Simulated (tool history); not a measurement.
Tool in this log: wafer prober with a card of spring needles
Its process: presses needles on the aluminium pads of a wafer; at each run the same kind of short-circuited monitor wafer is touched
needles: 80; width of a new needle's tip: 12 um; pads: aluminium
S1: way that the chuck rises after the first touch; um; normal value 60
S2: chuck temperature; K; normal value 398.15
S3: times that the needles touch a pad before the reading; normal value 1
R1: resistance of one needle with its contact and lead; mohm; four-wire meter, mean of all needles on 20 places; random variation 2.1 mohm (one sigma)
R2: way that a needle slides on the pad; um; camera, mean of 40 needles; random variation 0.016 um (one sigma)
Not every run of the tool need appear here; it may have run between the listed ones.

run 1 hour=0 | S1=60 S2=398.15 S3=1 | R1=303 R2=14.11
run 2 hour=43.1 | S1=60 S2=398.15 S3=1 | R1=240 R2=14.34
run 3 hour=64.1 | S1=60 S2=398.15 S3=1 | R1=258 R2=14.37
run 4 hour=87.4 | S1=60 S2=398.15 S3=1 | R1=284 R2=14.32
run 5 hour=118.7 | S1=60 S2=398.15 S3=1 | R1=249 R2=14.27
run 6 hour=154.5 | S1=60 S2=398.15 S3=1 | R1=258 R2=14.27
run 7 hour=193.8 | S1=60 S2=398.15 S3=1 | R1=280 R2=14.24
run 8 hour=218.5 | S1=60 S2=398.15 S3=1 | R1=302 R2=14.23
run 9 hour=260.3 | S1=60 S2=323.15 S3=1 | R1=309 R2=14.22
run 10 hour=298.9 | S1=60 S2=313.15 S3=1 | R1=307 R2=14.18
run 11 hour=341.7 | S1=60 S2=320.15 S3=1 | R1=248 R2=14.15
run 12 hour=384.1 | S1=60 S2=320.15 S3=1 | R1=267 R2=14.07
run 13 hour=425.8 | S1=60 S2=320.15 S3=1 | R1=275 R2=14.05
run 14 hour=455.9 | S1=60 S2=320.15 S3=1 | R1=221 R2=14.33
run 15 hour=486.6 | S1=60 S2=320.15 S3=1 | R1=294 R2=14.31
run 16 hour=525 | S1=58 S2=322.15 S3=1 | R1=306 R2=13.83
run 17 hour=558.4 | S1=57 S2=322.15 S3=1 | R1=286 R2=13.54
run 18 hour=602.5 | S1=57 S2=322.15 S3=1 | R1=326 R2=13.54
run 19 hour=636.9 | S1=57 S2=322.15 S3=1 | R1=317 R2=13.48
run 20 hour=663.4 | S1=44 S2=308.15 S3=3 | R1=245 R2=10.34
run 21 hour=689.9 | S1=44 S2=308.15 S3=3 | R1=282 R2=10.31
run 22 hour=729 | S1=60 S2=301.15 S3=1 | R1=315 R2=14.1
run 23 hour=747.7 | S1=62 S2=398.15 S3=2 | R1=284 R2=14.58
run 24 hour=768.3 | S1=62 S2=398.15 S3=2 | R1=239 R2=14.57
run 25 hour=804.5 | S1=58 S2=357.15 S3=2 | R1=230 R2=13.58
run 26 hour=839.5 | S1=79 S2=331.15 S3=3 | R1=239 R2=18.95
run 27 hour=876.6 | S1=51 S2=342.15 S3=2 | R1=297 R2=12.17
run 28 hour=911.1 | S1=60 S2=382.15 S3=3 | R1=255 R2=14.32

Put back what was entered between runs (52 entries, withheld): which listed runs does each sit between, and how does the hidden state differ from the listed run before to the listed run after?
Run 1 -> run 2: tips cleaned on abrasive film (hour 6.5); tips cleaned on abrasive film (hour 25); height of the first contact set anew (hour 38.1); tips cleaned on abrasive film (hour 43.1)
  debris on the tips, nm: 104.4 -> 5.5; way that the needles fall short of the set height, um: 1.16 -> 0.07; tips' diameter, um: 12.83 -> 12.9
  what was measured, less what the result would be without the hidden state, R1: +70 -> +5 mohm; R2: -0.28 -> -0.02 um
Run 2 -> run 3: tips cleaned on abrasive film (hour 62.2)
  debris on the tips, nm: 5.5 -> 31.7; way that the needles fall short of the set height, um: 0.07 -> 0.12; tips' diameter, um: 12.9 -> 12.91
  what was measured, less what the result would be without the hidden state, R1: +5 -> +22 mohm; R2: -0.02 -> -0.03 um
Run 3 -> run 4: tips cleaned on abrasive film (hour 80.4)
  debris on the tips, nm: 31.7 -> 81.9; way that the needles fall short of the set height, um: 0.12 -> 0.17; tips' diameter, um: 12.91 -> 12.93
  what was measured, less what the result would be without the hidden state, R1: +22 -> +53 mohm; R2: -0.03 -> -0.04 um
Run 4 -> run 5: tips cleaned on abrasive film (hour 99); tips cleaned on abrasive film (hour 117.8)
  debris on the tips, nm: 81.9 -> 24.4; way that the needles fall short of the set height, um: 0.17 -> 0.3; tips' diameter, um: 12.93 -> 12.97
  what was measured, less what the result would be without the hidden state, R1: +53 -> +16 mohm; R2: -0.04 -> -0.07 um
Run 5 -> run 6: tips cleaned on abrasive film (hour 135); tips cleaned on abrasive film (hour 152.9)
  debris on the tips, nm: 24.4 -> 33.6; way that the needles fall short of the set height, um: 0.3 -> 0.43; tips' diameter, um: 12.97 -> 13.02
  what was measured, less what the result would be without the hidden state, R1: +16 -> +23 mohm; R2: -0.07 -> -0.1 um
Run 6 -> run 7: tips cleaned on abrasive film (hour 170.6); tips cleaned on abrasive film (hour 189.4)
  debris on the tips, nm: 33.6 -> 65.7; way that the needles fall short of the set height, um: 0.43 -> 0.55; tips' diameter, um: 13.02 -> 13.06
  what was measured, less what the result would be without the hidden state, R1: +23 -> +45 mohm; R2: -0.1 -> -0.13 um
Run 7 -> run 8: tips cleaned on abrasive film (hour 208.1)
  debris on the tips, nm: 65.7 -> 99.6; way that the needles fall short of the set height, um: 0.55 -> 0.63; tips' diameter, um: 13.06 -> 13.09
  what was measured, less what the result would be without the hidden state, R1: +45 -> +68 mohm; R2: -0.13 -> -0.15 um
Run 8 -> run 9: tips cleaned on abrasive film (hour 225.2); tips cleaned on abrasive film (hour 244.9)
  debris on the tips, nm: 99.6 -> 121.2; way that the needles fall short of the set height, um: 0.63 -> 0.75; tips' diameter, um: 13.09 -> 13.13
  what was measured, less what the result would be without the hidden state, R1: +68 -> +93 mohm; R2: -0.15 -> -0.18 um
Run 9 -> run 10: tips cleaned on abrasive film (hour 263.1); tips cleaned on abrasive film (hour 283.3)
  debris on the tips, nm: 121.2 -> 118.9; way that the needles fall short of the set height, um: 0.75 -> 0.88; tips' diameter, um: 13.13 -> 13.18
  what was measured, less what the result would be without the hidden state, R1: +93 -> +94 mohm; R2: -0.18 -> -0.21 um
Run 10 -> run 11: tips cleaned on abrasive film (hour 303.1); tips cleaned on abrasive film (hour 321.1); tips cleaned on abrasive film (hour 339)
  debris on the tips, nm: 118.9 -> 41.6; way that the needles fall short of the set height, um: 0.88 -> 1.07; tips' diameter, um: 13.18 -> 13.25
  what was measured, less what the result would be without the hidden state, R1: +94 -> +33 mohm; R2: -0.21 -> -0.26 um
Run 11 -> run 12: tips cleaned on abrasive film (hour 359.4); tips cleaned on abrasive film (hour 379.1)
  debris on the tips, nm: 41.6 -> 66; way that the needles fall short of the set height, um: 1.07 -> 1.2; tips' diameter, um: 13.25 -> 13.29
  what was measured, less what the result would be without the hidden state, R1: +33 -> +52 mohm; R2: -0.26 -> -0.29 um
Run 12 -> run 13: tips cleaned on abrasive film (hour 399.6); tips cleaned on abrasive film (hour 418.9)
  debris on the tips, nm: 66 -> 78.1; way that the needles fall short of the set height, um: 1.2 -> 1.34; tips' diameter, um: 13.29 -> 13.34
  what was measured, less what the result would be without the hidden state, R1: +52 -> +62 mohm; R2: -0.29 -> -0.32 um
Run 13 -> run 14: tips cleaned on abrasive film (hour 437.9); height of the first contact set anew (hour 438.2); tips cleaned on abrasive film (hour 455.9)
  debris on the tips, nm: 78.1 -> 9.5; way that the needles fall short of the set height, um: 1.34 -> 0.08; tips' diameter, um: 13.34 -> 13.39
  what was measured, less what the result would be without the hidden state, R1: +62 -> +8 mohm; R2: -0.32 -> -0.02 um
Run 14 -> run 15: tips cleaned on abrasive film (hour 474.7)
  debris on the tips, nm: 9.5 -> 103.3; way that the needles fall short of the set height, um: 0.08 -> 0.16; tips' diameter, um: 13.39 -> 13.42
  what was measured, less what the result would be without the hidden state, R1: +8 -> +79 mohm; R2: -0.02 -> -0.04 um
Run 15 -> run 16: tips cleaned on abrasive film (hour 493.7); tips cleaned on abrasive film (hour 511.2)
  debris on the tips, nm: 103.3 -> 111.3; way that the needles fall short of the set height, um: 0.16 -> 0.29; tips' diameter, um: 13.42 -> 13.47
  what was measured, less what the result would be without the hidden state, R1: +79 -> +91 mohm; R2: -0.04 -> -0.07 um
Run 16 -> run 17: tips cleaned on abrasive film (hour 531.5); tips cleaned on abrasive film (hour 550.8)
  debris on the tips, nm: 111.3 -> 85; way that the needles fall short of the set height, um: 0.29 -> 0.42; tips' diameter, um: 13.47 -> 13.51
  what was measured, less what the result would be without the hidden state, R1: +91 -> +72 mohm; R2: -0.07 -> -0.1 um
Run 17 -> run 18: tips cleaned on abrasive film (hour 568.3); tips cleaned on abrasive film (hour 586.5)
  debris on the tips, nm: 85 -> 125.7; way that the needles fall short of the set height, um: 0.42 -> 0.55; tips' diameter, um: 13.51 -> 13.55
  what was measured, less what the result would be without the hidden state, R1: +72 -> +108 mohm; R2: -0.1 -> -0.13 um
Run 18 -> run 19: tips cleaned on abrasive film (hour 605.2); tips cleaned on abrasive film (hour 623.4)
  debris on the tips, nm: 125.7 -> 113.7; way that the needles fall short of the set height, um: 0.55 -> 0.68; tips' diameter, um: 13.55 -> 13.6
  what was measured, less what the result would be without the hidden state, R1: +108 -> +99 mohm; R2: -0.13 -> -0.16 um
Run 19 -> run 20: tips cleaned on abrasive film (hour 640.8); tips cleaned on abrasive film (hour 658.1)
  debris on the tips, nm: 113.7 -> 62.9; way that the needles fall short of the set height, um: 0.68 -> 0.8; tips' diameter, um: 13.6 -> 13.64
  what was measured, less what the result would be without the hidden state, R1: +99 -> +32 mohm; R2: -0.16 -> -0.19 um
Run 20 -> run 21: tips cleaned on abrasive film (hour 675.7)
  debris on the tips, nm: 62.9 -> 119.1; way that the needles fall short of the set height, um: 0.8 -> 0.87; tips' diameter, um: 13.64 -> 13.67
  what was measured, less what the result would be without the hidden state, R1: +32 -> +60 mohm; R2: -0.19 -> -0.21 um
Run 21 -> run 22: tips cleaned on abrasive film (hour 695.2); tips cleaned on abrasive film (hour 713.1)
  debris on the tips, nm: 119.1 -> 122.5; way that the needles fall short of the set height, um: 0.87 -> 1.01; tips' diameter, um: 13.67 -> 13.72
  what was measured, less what the result would be without the hidden state, R1: +60 -> +103 mohm; R2: -0.21 -> -0.24 um
Run 22 -> run 23: tips cleaned on abrasive film (hour 731.4)
  debris on the tips, nm: 122.5 -> 122.3; way that the needles fall short of the set height, um: 1.01 -> 1.08; tips' diameter, um: 13.72 -> 13.74
  what was measured, less what the result would be without the hidden state, R1: +103 -> +51 mohm; R2: -0.24 -> -0.26 um
Run 23 -> run 24: tips cleaned on abrasive film (hour 750.2); tips cleaned on abrasive film (hour 768.2)
  debris on the tips, nm: 122.3 -> 14.3; way that the needles fall short of the set height, um: 1.08 -> 1.19; tips' diameter, um: 13.74 -> 13.78
  what was measured, less what the result would be without the hidden state, R1: +51 -> +7 mohm; R2: -0.26 -> -0.29 um
Run 24 -> run 25: tips cleaned on abrasive film (hour 786.1); tips cleaned on abrasive film (hour 804.5)
  debris on the tips, nm: 14.3 -> 8.2; way that the needles fall short of the set height, um: 1.19 -> 1.34; tips' diameter, um: 13.78 -> 13.83
  what was measured, less what the result would be without the hidden state, R1: +7 -> +6 mohm; R2: -0.29 -> -0.32 um
Run 25 -> run 26: tips cleaned on abrasive film (hour 823.8); height of the first contact set anew (hour 837.1)
  debris on the tips, nm: 8.2 -> 120.8; way that the needles fall short of the set height, um: 1.34 -> 0; tips' diameter, um: 13.83 -> 13.85
  what was measured, less what the result would be without the hidden state, R1: +6 -> +23 mohm; R2: -0.32 -> +0 um
Run 26 -> run 27: tips cleaned on abrasive film (hour 843); tips cleaned on abrasive film (hour 860.6)
  debris on the tips, nm: 120.8 -> 122.1; way that the needles fall short of the set height, um: 0 -> 0.12; tips' diameter, um: 13.85 -> 13.89
  what was measured, less what the result would be without the hidden state, R1: +23 -> +74 mohm; R2: +0 -> -0.03 um
Run 27 -> run 28: tips cleaned on abrasive film (hour 880.5); tips cleaned on abrasive film (hour 900.7)
  debris on the tips, nm: 122.1 -> 99.9; way that the needles fall short of the set height, um: 0.12 -> 0.25; tips' diameter, um: 13.89 -> 13.94
  what was measured, less what the result would be without the hidden state, R1: +74 -> +28 mohm; R2: -0.03 -> -0.06 um

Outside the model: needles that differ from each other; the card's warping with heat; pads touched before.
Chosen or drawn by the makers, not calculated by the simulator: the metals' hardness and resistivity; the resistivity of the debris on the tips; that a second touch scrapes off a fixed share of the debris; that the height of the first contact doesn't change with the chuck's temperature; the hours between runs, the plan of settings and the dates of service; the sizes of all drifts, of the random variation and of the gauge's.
